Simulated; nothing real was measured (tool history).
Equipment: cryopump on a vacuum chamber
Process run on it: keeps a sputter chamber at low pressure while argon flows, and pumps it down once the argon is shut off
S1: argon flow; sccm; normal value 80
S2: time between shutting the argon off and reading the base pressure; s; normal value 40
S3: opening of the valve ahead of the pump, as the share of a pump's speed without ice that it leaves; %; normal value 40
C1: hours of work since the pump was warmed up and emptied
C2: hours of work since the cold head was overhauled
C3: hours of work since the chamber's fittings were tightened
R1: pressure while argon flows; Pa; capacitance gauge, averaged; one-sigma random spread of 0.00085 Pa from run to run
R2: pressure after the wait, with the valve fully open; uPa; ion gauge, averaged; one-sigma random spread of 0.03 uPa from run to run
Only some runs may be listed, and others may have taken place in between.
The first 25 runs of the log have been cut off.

run 26 hour=362.9 | S1=34 S2=49 S3=36 | C1=631 C2=631 C3=2809 | R1=0.0849 R2=2.02
run 27 hour=375.1 | S1=37 S2=40 S3=40 | C1=639 C2=639 C3=2817 | R1=0.0846 R2=2.24
run 28 hour=392.2 | S1=55 S2=77 S3=33 | C1=651 C2=651 C3=2829 | R1=0.1511 R2=1.59
run 29 hour=405 | S1=50 S2=40 S3=33 | C1=659 C2=659 C3=2837 | R1=0.1368 R2=2.27
run 30 hour=414.6 | S1=100 S2=32 S3=40 | C1=666 C2=666 C3=2844 | R1=0.2292 R2=2.64
run 31 hour=423.2 | S1=100 S2=32 S3=40 | C1=672 C2=672 C3=2850 | R1=0.2286 R2=2.54
run 32 hour=435.9 | S1=114 S2=40 S3=19 | C1=680 C2=680 C3=2858 | R1=0.5324 R2=2.29
run 33 hour=451.2 | S1=114 S2=40 S3=19 | C1=691 C2=691 C3=2869 | R1=0.5337 R2=2.29
run 34 hour=459.7 | S1=114 S2=40 S3=19 | C1=697 C2=697 C3=2874 | R1=0.5286 R2=2.36
run 35 hour=468.1 | S1=60 S2=40 S3=29 | C1=702 C2=702 C3=2880 | R1=0.187 R2=2.32

What if the next run were any one of these 3? Each begins from the tool's condition after run 35:
run A hour=477.5 | S1=54 S2=213 S3=29 | C1=709 C2=709 C3=2886 | R1=? R2=?
run B hour=477.5 | S1=59 S2=22 S3=52 | C1=709 C2=709 C3=2886 | R1=? R2=?
run C hour=477.5 | S1=40 S2=80 S3=34 | C1=709 C2=709 C3=2886 | R1=? R2=?

run=A R1=0.1687 R2=1.19
run=B R1=0.1065 R2=3.43
run=C R1=0.1065 R2=1.61
Without the tool's hidden state the same runs would have given:
run=A R1=0.1592 R2=0.39
run=B R1=0.0961 R2=2.63
run=C R1=0.0995 R2=0.81

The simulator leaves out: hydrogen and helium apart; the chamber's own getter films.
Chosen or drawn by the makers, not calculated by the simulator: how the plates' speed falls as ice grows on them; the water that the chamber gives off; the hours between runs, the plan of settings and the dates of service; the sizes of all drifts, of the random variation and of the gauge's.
